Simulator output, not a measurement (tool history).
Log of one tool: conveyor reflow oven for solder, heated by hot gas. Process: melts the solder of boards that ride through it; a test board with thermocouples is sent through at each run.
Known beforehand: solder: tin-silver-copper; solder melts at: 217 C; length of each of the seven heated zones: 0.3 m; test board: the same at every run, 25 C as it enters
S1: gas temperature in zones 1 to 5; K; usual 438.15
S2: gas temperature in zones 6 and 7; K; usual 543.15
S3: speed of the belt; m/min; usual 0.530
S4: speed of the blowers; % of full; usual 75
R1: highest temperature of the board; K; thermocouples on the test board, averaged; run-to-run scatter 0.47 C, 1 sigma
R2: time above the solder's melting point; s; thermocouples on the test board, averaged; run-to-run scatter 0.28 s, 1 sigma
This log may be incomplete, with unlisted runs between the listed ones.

run,day,S1,S2,S3,S4,R1,R2
1,0.000,438.15,543.15,0.530,75,527.05,49.7
2,1.367,438.15,543.15,0.530,75,526.35,49.9
3,2.667,427.15,543.15,0.530,75,524.35,45.5
4,4.125,427.15,543.15,0.530,75,523.95,45.4
5,6.596,427.15,543.15,0.530,75,523.45,44.9
6,9.104,427.15,543.15,0.530,75,523.45,44.7
7,10.354,427.15,543.15,0.530,75,523.55,44.5
8,12.683,427.15,543.15,0.530,75,521.75,43.9
9,13.979,424.15,543.15,0.530,75,522.15,42.5
# day 16.042: flux residue cleaned out of gas plates and filters
10,16.042,424.15,543.15,0.579,75,515.25,33.1
11,18.058,424.15,543.15,0.579,75,514.45,32.4
12,20.058,424.15,543.15,0.579,75,514.15,32.1
13,22.204,424.15,543.15,0.579,75,513.95,32.0
14,24.446,424.15,543.15,0.579,75,512.65,31.3
15,26.842,424.15,543.15,0.579,75,513.05,31.2

What does the tool deliver on the next run?
16,28.242,424.15,557.15,0.579,55,?,?

{"run 16": {"R1": 517.65, "R2": 34.2}}
The same run, on a tool lacking any hidden state, would have yielded R1 528.15 K, R2 41.7 s.
